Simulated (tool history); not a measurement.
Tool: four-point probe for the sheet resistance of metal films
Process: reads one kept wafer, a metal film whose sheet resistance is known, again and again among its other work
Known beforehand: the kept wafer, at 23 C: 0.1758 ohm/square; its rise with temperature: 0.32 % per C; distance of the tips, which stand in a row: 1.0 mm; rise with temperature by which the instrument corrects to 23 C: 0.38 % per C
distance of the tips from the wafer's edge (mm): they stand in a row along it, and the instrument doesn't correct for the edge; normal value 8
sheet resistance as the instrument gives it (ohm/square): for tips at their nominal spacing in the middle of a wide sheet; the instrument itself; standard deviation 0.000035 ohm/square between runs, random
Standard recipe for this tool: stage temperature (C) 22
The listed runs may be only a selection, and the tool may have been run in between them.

run,day,stage temperature (C),distance of the tips from the wafer's edge (mm),sheet resistance as the instrument gives it (ohm/square)
1,0,22,8,0.177853
2,1.2,22,8,0.177804
3,2.912,19,8,0.178143
4,4.188,19,8,0.178119
5,5.892,19,8,0.178183
6,7.162,19,8,0.178187
7,8.35,19,8,0.178083
8,9.9,19,8,0.178179
9,10.754,22,6,0.178978
# day 10.867: stage's thermometer calibrated
10,12.333,22,8,0.177864
11,13.95,21,8,0.178086
12,15.054,22,8,0.178
13,16.642,22,8,0.17788
14,17.421,22,8,0.17792
# day 17.533: stage's thermometer calibrated, once more
15,18.662,22,21,0.176222
16,20.25,34,32,0.174954
17,21.871,29,69,0.17543
18,23.183,22,6,0.178703
19,24.417,26,61,0.175685
20,25.817,23,10,0.176956
21,27.088,31,22,0.175319
22,28.354,22,23,0.17623
23,30.05,34,59,0.174869
24,31.45,34,59,0.174893
25,32.362,27,4,0.181223
26,33.212,28,4,0.181173

Hidden state or all else? Some run-to-run changes of sheet resistance as the instrument gives it (ohm/square), split into what the settings, what came in and random variation would give without the hidden state, and what is left for the hidden state (with any gauge scatter that isn't in both results):
The hidden state here: inner tips' distance over the nominal, %; tips' flats over new ones', %; wafer's true temperature over the reading, C; drift of the gauge itself on sheet_ohm, %.
Run 9 -> 10: distance of the tips from the wafer's edge (mm) 6 -> 8, stage's thermometer calibrated. sheet resistance as the instrument gives it (ohm/square) -0.001114: hidden state +0.000086, all else -0.0012.
Run 14 -> 15: distance of the tips from the wafer's edge (mm) 8 -> 21, stage's thermometer calibrated, once more. sheet resistance as the instrument gives it (ohm/square) -0.001698: hidden state -0.000369, all else -0.001329.
Run 17 -> 18: stage temperature (C) 29 -> 22, distance of the tips from the wafer's edge (mm) 69 -> 6. sheet resistance as the instrument gives it (ohm/square) +0.003273: hidden state +0.000002, all else +0.003271.
Run 24 -> 25: stage temperature (C) 34 -> 27, distance of the tips from the wafer's edge (mm) 59 -> 4. sheet resistance as the instrument gives it (ohm/square) +0.00633: hidden state +0.000004, all else +0.006326.

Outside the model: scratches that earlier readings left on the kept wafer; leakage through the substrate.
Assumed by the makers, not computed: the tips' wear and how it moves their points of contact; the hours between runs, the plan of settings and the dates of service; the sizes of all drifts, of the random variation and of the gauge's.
